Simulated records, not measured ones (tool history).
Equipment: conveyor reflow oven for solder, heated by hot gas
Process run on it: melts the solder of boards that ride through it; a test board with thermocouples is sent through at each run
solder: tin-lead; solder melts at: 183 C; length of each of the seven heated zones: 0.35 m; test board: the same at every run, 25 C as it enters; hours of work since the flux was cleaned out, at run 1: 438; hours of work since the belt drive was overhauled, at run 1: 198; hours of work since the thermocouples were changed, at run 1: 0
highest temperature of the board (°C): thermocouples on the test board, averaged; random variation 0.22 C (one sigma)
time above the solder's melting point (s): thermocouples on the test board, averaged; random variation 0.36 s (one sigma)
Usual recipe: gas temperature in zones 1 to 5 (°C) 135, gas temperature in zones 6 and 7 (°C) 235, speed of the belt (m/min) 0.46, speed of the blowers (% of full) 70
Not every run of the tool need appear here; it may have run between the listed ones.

run   hour  gas temperature in zones 1 to 5 (°C)  gas temperature in zones 6 and 7 (°C)  speed of the belt (m/min)  speed of the blowers (% of full)  hours of work since the flux was cleaned out  hours of work since the belt drive was overhauled  hours of work since the thermocouples were changed  highest temperature of the board (°C)  time above the solder's melting point (s)
  1      0                                   135                                    235                       0.46                                70                                           438                                                198                                                   0                                  220.5                                       70.9
  2   24.5                                   125                                    235                       0.46                                70                                           450                                                210                                                  12                                  219.1                                       65.9
  3   55.3                                   125                                    235                       0.46                                70                                           465                                                225                                                  27                                  218.6                                       65.5
      81.4  -- flux residue cleaned out of gas plates and filters
  4   85.5                                   125                                    235                       0.46                                70                                             2                                                237                                                  39                                  219.2                                       65.7
  5  106.4                                   125                                    235                       0.46                                70                                            12                                                248                                                  49                                  218.9                                       65.8
  6  131.1                                   125                                    235                       0.46                                70                                            24                                                260                                                  61                                  218.5                                       66.3
  7  162.8                                   135                                    235                       0.46                                70                                            40                                                275                                                  77                                  220.3                                       70.5
  8  195.3                                   135                                    235                       0.46                                70                                            55                                                291                                                  93                                  220.2                                       70.6
  9  211.7                                   135                                    235                       0.46                                70                                            63                                                299                                                 100                                  220.2                                       70.7
 10  244.5                                   135                                    235                       0.46                                70                                            79                                                315                                                 116                                  220.5                                       70.6
 11  280.2                                   135                                    235                       0.46                                70                                            97                                                332                                                 134                                  220.6                                       71.4
 12  317.4                                   140                                    235                       0.46                                70                                           115                                                350                                                 152                                    221                                       72.9
 13  354.1                                   140                                    235                       0.46                                70                                           133                                                368                                                 170                                  221.4                                       73.1
 14  380.8                                   140                                    235                       0.46                                70                                           146                                                381                                                 183                                  221.1                                       73.3
 15    411                                   135                                    228                      0.516                                70                                           160                                                396                                                 197                                  210.8                                       54.1
 16  440.7                                   138                                    235                       0.46                                71                                           175                                                410                                                 212                                  221.5                                       71.9
 17  480.3                                   135                                    229                      0.517                                70                                           194                                                429                                                 231                                  211.7                                       54.8
 18  520.1                                   135                                    227                      0.494                                53                                           213                                                449                                                 250                                  205.7                                       49.2
 19  541.9                                   122                                    236                      0.414                                70                                           224                                                459                                                 261                                    223                                       76.9
 20  558.2                                   124                                    236                      0.389                                70                                           232                                                467                                                 269                                  224.8                                       84.6
 21  598.1                                   124                                    236                      0.389                                70                                           251                                                487                                                 288                                  224.6                                         85
 22  619.9                                   145                                    236                      0.447                                70                                           262                                                497                                                 299                                  223.8                                       79.6
 23  655.6                                   125                                    236                      0.447                                86                                           279                                                515                                                 316                                  224.3                                       72.8
 24  691.7                                   125                                    236                      0.447                                86                                           297                                                532                                                 334                                  224.2                                       73.1
 25  731.1                                   135                                    233                       0.46                                77                                           316                                                551                                                 353                                  220.3                                       71.1
 26  755.4                                   135                                    233                       0.46                                77                                           328                                                563                                                 365                                  220.5                                       71.7

Here are 5 independent what-if runs from the current tool condition. What would each one return?
  A  775.4                                   135                                    235                       0.46                                75                                           337                                                573                                                 375                                      ?                                          ?
  B  775.4                                   135                                    233                      0.435                                77                                           337                                                573                                                 375                                      ?                                          ?
  C  775.4                                   135                                    239                      0.545                                70                                           337                                                573                                                 375                                      ?                                          ?
  D  775.4                                   135                                    235                      0.506                                70                                           337                                                573                                                 375                                      ?                                          ?
  E  775.4                                   135                                    235                      0.465                                63                                           337                                                573                                                 375                                      ?                                          ?

run  highest temperature of the board (°C)  time above the solder's melting point (s)
  A                                  221.7                                       71.4
  B                                  221.7                                       76.8
  C                                  218.3                                       57.6
  D                                  217.2                                       61.5
  E                                    218                                       67.6
With no hidden state in the tool, these same runs would have given:
run  highest temperature of the board (°C)  time above the solder's melting point (s)
  A                                  221.7                                       71.4
  B                                  221.8                                       76.8
  C                                  218.4                                       57.6
  D                                  217.3                                       61.5
  E                                    218                                       67.6
